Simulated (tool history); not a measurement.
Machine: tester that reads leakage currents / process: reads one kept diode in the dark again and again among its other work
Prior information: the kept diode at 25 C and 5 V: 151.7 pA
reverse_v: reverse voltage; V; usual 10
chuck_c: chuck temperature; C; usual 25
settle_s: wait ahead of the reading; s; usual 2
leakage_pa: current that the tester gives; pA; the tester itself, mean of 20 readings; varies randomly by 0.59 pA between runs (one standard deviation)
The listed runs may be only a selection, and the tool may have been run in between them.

run	hour	reverse_v	chuck_c	settle_s	leakage_pa
1	0	10	25	2	196.81
2	29.5	10	25	2	197.01
3	56	10	25	2	195.54
4	70	10	25	9.41	194.07
5	89.2	10	42	2	732.09
6	123.4	10	25	6.08	194.43
7	142.4	10	35	0.9	436.31
8	161	10	35	0.9	437.27
9	179.9	1.3	45	9.75	443.21
# hour 207.3: probe card cleaned and baked
10	213.2	1.2	45	9.75	426.97
11	237.6	1.2	45	9.75	429.72

Consider 5 possible next runs. They are alternatives, not a sequence: every one starts from the tool as it was left by run 11. What does each give?
A	266.9	1.2	24	9.75	?
B	266.9	3.3	45	1.79	?
C	266.9	10	32	0.31	?
D	266.9	17.2	23	1.21	?
E	266.9	1.2	59	2.09	?

run	leakage_pa
A	84.14
B	615.92
C	350.61
D	204.29
E	1128.82
What these runs would have given with no unlogged condition in the tool:
run	leakage_pa
A	84.28
B	616.81
C	351.13
D	204.61
E	1130.32

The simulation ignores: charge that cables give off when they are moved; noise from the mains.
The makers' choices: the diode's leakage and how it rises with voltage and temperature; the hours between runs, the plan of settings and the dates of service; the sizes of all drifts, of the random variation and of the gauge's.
